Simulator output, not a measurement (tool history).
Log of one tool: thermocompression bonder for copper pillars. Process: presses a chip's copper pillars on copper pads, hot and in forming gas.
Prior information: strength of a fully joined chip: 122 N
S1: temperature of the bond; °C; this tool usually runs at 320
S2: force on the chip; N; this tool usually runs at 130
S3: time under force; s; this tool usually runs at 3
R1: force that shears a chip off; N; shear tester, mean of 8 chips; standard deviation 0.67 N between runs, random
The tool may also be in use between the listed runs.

run 1 hour=0 | S1=320 S2=130 S3=3 | R1=53.1
run 2 hour=29.7 | S1=320 S2=130 S3=3 | R1=52.8
run 3 hour=64.2 | S1=320 S2=130 S3=3 | R1=53.6
run 4 hour=83.1 | S1=320 S2=130 S3=3 | R1=52.8
run 5 hour=113.9 | S1=320 S2=130 S3=3 | R1=53.7
run 6 hour=156.8 | S1=320 S2=130 S3=3 | R1=51.9
run 7 hour=196.8 | S1=320 S2=135 S3=3 | R1=55.3
run 8 hour=232.4 | S1=295 S2=135 S3=3 | R1=38.3
run 9 hour=257.7 | S1=295 S2=135 S3=3 | R1=38.5
run 10 hour=280.2 | S1=295 S2=135 S3=3 | R1=38
run 11 hour=309.6 | S1=295 S2=135 S3=3 | R1=37.4
run 12 hour=329.6 | S1=295 S2=135 S3=3 | R1=37.1
run 13 hour=348.8 | S1=295 S2=135 S3=3 | R1=37
run 14 hour=376.9 | S1=323 S2=130 S3=3 | R1=53.8
run 15 hour=409.1 | S1=323 S2=118 S3=3 | R1=50
run 16 hour=432.3 | S1=320 S2=130 S3=3 | R1=51.9
run 17 hour=452 | S1=320 S2=93 S3=3 | R1=38.6
run 18 hour=483.6 | S1=344 S2=117 S3=6 | R1=76.5
run 19 hour=524 | S1=304 S2=149 S3=2 | R1=38.7
run 20 hour=565.1 | S1=304 S2=137 S3=4 | R1=47.9
run 21 hour=595.8 | S1=350 S2=86 S3=2 | R1=45.4
run 22 hour=630.6 | S1=350 S2=86 S3=6 | R1=65.9
run 23 hour=652.9 | S1=338 S2=130 S3=3 | R1=63.7
run 24 hour=692.5 | S1=301 S2=128 S3=3 | R1=37.9
run 25 hour=732.1 | S1=300 S2=130 S3=2 | R1=31.8
run 26 hour=772.7 | S1=293 S2=151 S3=3 | R1=39.2
run 27 hour=802.8 | S1=320 S2=130 S3=8 | R1=68
run 28 hour=821.2 | S1=320 S2=130 S3=8 | R1=68.2
run 29 hour=843.4 | S1=320 S2=130 S3=8 | R1=69.8
run 30 hour=886.6 | S1=320 S2=117 S3=3 | R1=44.9
run 31 hour=917.6 | S1=314 S2=112 S3=2 | R1=37.2
run 32 hour=944.8 | S1=314 S2=112 S3=2 | R1=37.6
run 33 hour=971.2 | S1=344 S2=125 S3=5 | R1=81.3
run 34 hour=1000.8 | S1=309 S2=91 S3=4 | R1=39.2

Not shown: 1 entry that the log had between the listed runs. Between which runs, and how does the tool's hidden state differ before and after?
Runs 30 to 31: forming gas filter changed (hour 890.8)
  true temperature of the bond over the reading, C: 6.7 -> 6.8; force that reaches the chip, % of what is set: 92.3 -> 92.1; oxide that the forming gas leaves, % of the face: 10.33 -> 0.81
  measured less the result without the state, R1: -3.6 -> +1.1 N
